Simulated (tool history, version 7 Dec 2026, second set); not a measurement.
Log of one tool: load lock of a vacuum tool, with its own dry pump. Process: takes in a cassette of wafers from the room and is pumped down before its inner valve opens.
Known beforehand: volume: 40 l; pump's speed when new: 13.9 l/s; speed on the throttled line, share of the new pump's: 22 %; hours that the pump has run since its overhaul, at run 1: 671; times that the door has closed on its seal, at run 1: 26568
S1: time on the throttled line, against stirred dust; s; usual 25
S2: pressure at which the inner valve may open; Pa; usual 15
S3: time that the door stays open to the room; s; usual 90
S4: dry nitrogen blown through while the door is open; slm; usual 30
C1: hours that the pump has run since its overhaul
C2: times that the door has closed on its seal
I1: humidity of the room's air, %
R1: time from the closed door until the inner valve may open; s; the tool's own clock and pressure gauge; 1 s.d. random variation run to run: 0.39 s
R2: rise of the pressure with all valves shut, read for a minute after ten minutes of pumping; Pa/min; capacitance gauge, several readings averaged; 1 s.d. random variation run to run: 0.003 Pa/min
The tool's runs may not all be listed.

{"run": 1, "hour": 0.0, "S1": 25, "S2": 15, "S3": 90, "S4": 30, "C1": 671, "C2": 26568, "I1": 45.9, "R1": 44.7, "R2": 0.167}
{"run": 2, "hour": 57.6, "S1": 25, "S2": 15, "S3": 90, "S4": 30, "C1": 729, "C2": 26798, "I1": 48.7, "R1": 44.9, "R2": 0.17}
{"run": 3, "hour": 143.9, "S1": 25, "S2": 15, "S3": 90, "S4": 4, "C1": 815, "C2": 27143, "I1": 43.3, "R1": 45.5, "R2": 0.187}
{"run": 4, "hour": 209.1, "S1": 34, "S2": 15, "S3": 90, "S4": 4, "C1": 881, "C2": 27403, "I1": 46.8, "R1": 51.8, "R2": 0.203}
{"run": 5, "hour": 289.0, "S1": 34, "S2": 15, "S3": 90, "S4": 4, "C1": 960, "C2": 27722, "I1": 44.0, "R1": 52.5, "R2": 0.205}
{"run": 6, "hour": 348.3, "S1": 34, "S2": 15, "S3": 90, "S4": 4, "C1": 1020, "C2": 27959, "I1": 43.4, "R1": 52.4, "R2": 0.2}
{"run": 7, "hour": 407.2, "S1": 34, "S2": 15, "S3": 90, "S4": 4, "C1": 1079, "C2": 28194, "I1": 45.2, "R1": 52.0, "R2": 0.205}
{"run": 8, "hour": 452.7, "S1": 25, "S2": 15, "S3": 90, "S4": 30, "C1": 1124, "C2": 28376, "I1": 46.9, "R1": 45.6, "R2": 0.186}
{"run": 9, "hour": 533.4, "S1": 25, "S2": 15, "S3": 90, "S4": 30, "C1": 1205, "C2": 28698, "I1": 42.4, "R1": 45.1, "R2": 0.174}
{"run": 10, "hour": 609.2, "S1": 25, "S2": 15, "S3": 90, "S4": 30, "C1": 1281, "C2": 29000, "I1": 46.0, "R1": 45.4, "R2": 0.189}
{"run": 11, "hour": 652.5, "S1": 25, "S2": 15, "S3": 90, "S4": 30, "C1": 1324, "C2": 29173, "I1": 42.5, "R1": 45.5, "R2": 0.182}
{"run": 12, "hour": 733.7, "S1": 25, "S2": 15, "S3": 90, "S4": 30, "C1": 1405, "C2": 29497, "I1": 45.0, "R1": 44.8, "R2": 0.19}
{"run": 13, "hour": 823.1, "S1": 25, "S2": 15, "S3": 90, "S4": 30, "C1": 1494, "C2": 29854, "I1": 46.4, "R1": 45.5, "R2": 0.196}
{"run": 14, "hour": 900.2, "S1": 25, "S2": 15, "S3": 90, "S4": 30, "C1": 1572, "C2": 30162, "I1": 46.2, "R1": 46.1, "R2": 0.198}
{"run": 15, "hour": 988.8, "S1": 25, "S2": 15, "S3": 90, "S4": 30, "C1": 1660, "C2": 30515, "I1": 47.0, "R1": 45.3, "R2": 0.204}
{"run": 16, "hour": 1032.4, "S1": 25, "S2": 30, "S3": 90, "S4": 30, "C1": 1704, "C2": 30690, "I1": 51.7, "R1": 43.7, "R2": 0.209}
{"run": 17, "hour": 1074.2, "S1": 25, "S2": 15, "S3": 90, "S4": 16, "C1": 1746, "C2": 30857, "I1": 40.9, "R1": 44.6, "R2": 0.208}
{"run": 18, "hour": 1131.3, "S1": 25, "S2": 15, "S3": 90, "S4": 16, "C1": 1803, "C2": 31084, "I1": 47.9, "R1": 45.2, "R2": 0.221}
{"run": 19, "hour": 1171.9, "S1": 25, "S2": 15, "S3": 90, "S4": 16, "C1": 1843, "C2": 31247, "I1": 43.7, "R1": 45.0, "R2": 0.214}
{"run": 20, "hour": 1253.2, "S1": 25, "S2": 10, "S3": 90, "S4": 15, "C1": 1925, "C2": 31571, "I1": 47.3, "R1": 46.3, "R2": 0.216}
{"run": 21, "hour": 1295.0, "S1": 25, "S2": 10, "S3": 90, "S4": 15, "C1": 1966, "C2": 31738, "I1": 47.7, "R1": 46.6, "R2": 0.221}
{"run": 22, "hour": 1336.1, "S1": 15, "S2": 18, "S3": 90, "S4": 30, "C1": 2007, "C2": 31902, "I1": 45.3, "R1": 37.1, "R2": 0.216}
{"run": 23, "hour": 1415.6, "S1": 41, "S2": 18, "S3": 32, "S4": 4, "C1": 2087, "C2": 32219, "I1": 43.6, "R1": 57.7, "R2": 0.221}
{"run": 24, "hour": 1473.4, "S1": 25, "S2": 11, "S3": 90, "S4": 30, "C1": 2145, "C2": 32450, "I1": 42.8, "R1": 46.0, "R2": 0.218}
{"run": 25, "hour": 1541.0, "S1": 25, "S2": 13, "S3": 80, "S4": 30, "C1": 2212, "C2": 32720, "I1": 44.8, "R1": 46.3, "R2": 0.219}
{"run": 26, "hour": 1624.7, "S1": 29, "S2": 13, "S3": 31, "S4": 30, "C1": 2296, "C2": 33054, "I1": 44.9, "R1": 49.6, "R2": 0.207}
{"hour": 1707.5, "done": "door's seal changed, seat wiped"}
{"run": 27, "hour": 1716.6, "S1": 29, "S2": 25, "S3": 31, "S4": 14, "C1": 2386, "C2": 36, "I1": 43.1, "R1": 47.0, "R2": 0.031}
{"run": 28, "hour": 1779.6, "S1": 25, "S2": 16, "S3": 90, "S4": 30, "C1": 2450, "C2": 288, "I1": 43.8, "R1": 46.0, "R2": 0.031}
{"run": 29, "hour": 1836.0, "S1": 25, "S2": 16, "S3": 33, "S4": 17, "C1": 2506, "C2": 513, "I1": 45.0, "R1": 45.6, "R2": 0.029}
{"run": 30, "hour": 1906.9, "S1": 19, "S2": 29, "S3": 69, "S4": 26, "C1": 2577, "C2": 796, "I1": 43.8, "R1": 39.4, "R2": 0.031}
{"run": 31, "hour": 1989.7, "S1": 25, "S2": 11, "S3": 90, "S4": 28, "C1": 2660, "C2": 1126, "I1": 46.4, "R1": 47.0, "R2": 0.042}
{"run": 32, "hour": 2031.4, "S1": 25, "S2": 11, "S3": 90, "S4": 28, "C1": 2701, "C2": 1293, "I1": 44.9, "R1": 47.3, "R2": 0.032}
{"run": 33, "hour": 2110.2, "S1": 29, "S2": 23, "S3": 29, "S4": 4, "C1": 2780, "C2": 1607, "I1": 42.8, "R1": 47.7, "R2": 0.041}
{"run": 34, "hour": 2185.0, "S1": 29, "S2": 23, "S3": 29, "S4": 4, "C1": 2855, "C2": 1906, "I1": 45.1, "R1": 47.9, "R2": 0.039}
{"run": 35, "hour": 2226.9, "S1": 29, "S2": 23, "S3": 29, "S4": 27, "C1": 2897, "C2": 2073, "I1": 47.6, "R1": 47.3, "R2": 0.03}
{"run": 36, "hour": 2275.1, "S1": 44, "S2": 23, "S3": 33, "S4": 27, "C1": 2945, "C2": 2266, "I1": 40.6, "R1": 58.9, "R2": 0.029}

Below are 4 alternative next runs, each starting from the tool's condition after run 36. Predict each:
{"run": "A", "hour": 2317.6, "S1": 43, "S2": 21, "S3": 50, "S4": 30, "C1": 2987, "C2": 2435, "I1": 45.1, "R1": "?", "R2": "?"}
{"run": "B", "hour": 2317.6, "S1": 30, "S2": 23, "S3": 83, "S4": 27, "C1": 2987, "C2": 2435, "I1": 42.6, "R1": "?", "R2": "?"}
{"run": "C", "hour": 2317.6, "S1": 44, "S2": 23, "S3": 169, "S4": 27, "C1": 2987, "C2": 2435, "I1": 43.6, "R1": "?", "R2": "?"}
{"run": "D", "hour": 2317.6, "S1": 25, "S2": 11, "S3": 90, "S4": 18, "C1": 2987, "C2": 2435, "I1": 45.7, "R1": "?", "R2": "?"}

run=A R1=58.9 R2=0.037
run=B R1=48.4 R2=0.039
run=C R1=59.1 R2=0.047
run=D R1=46.9 R2=0.042
Without the tool's hidden state the same runs would have given:
run=A R1=58.2 R2=0.033
run=B R1=47.5 R2=0.035
run=C R1=58.4 R2=0.043
run=D R1=45.9 R2=0.038

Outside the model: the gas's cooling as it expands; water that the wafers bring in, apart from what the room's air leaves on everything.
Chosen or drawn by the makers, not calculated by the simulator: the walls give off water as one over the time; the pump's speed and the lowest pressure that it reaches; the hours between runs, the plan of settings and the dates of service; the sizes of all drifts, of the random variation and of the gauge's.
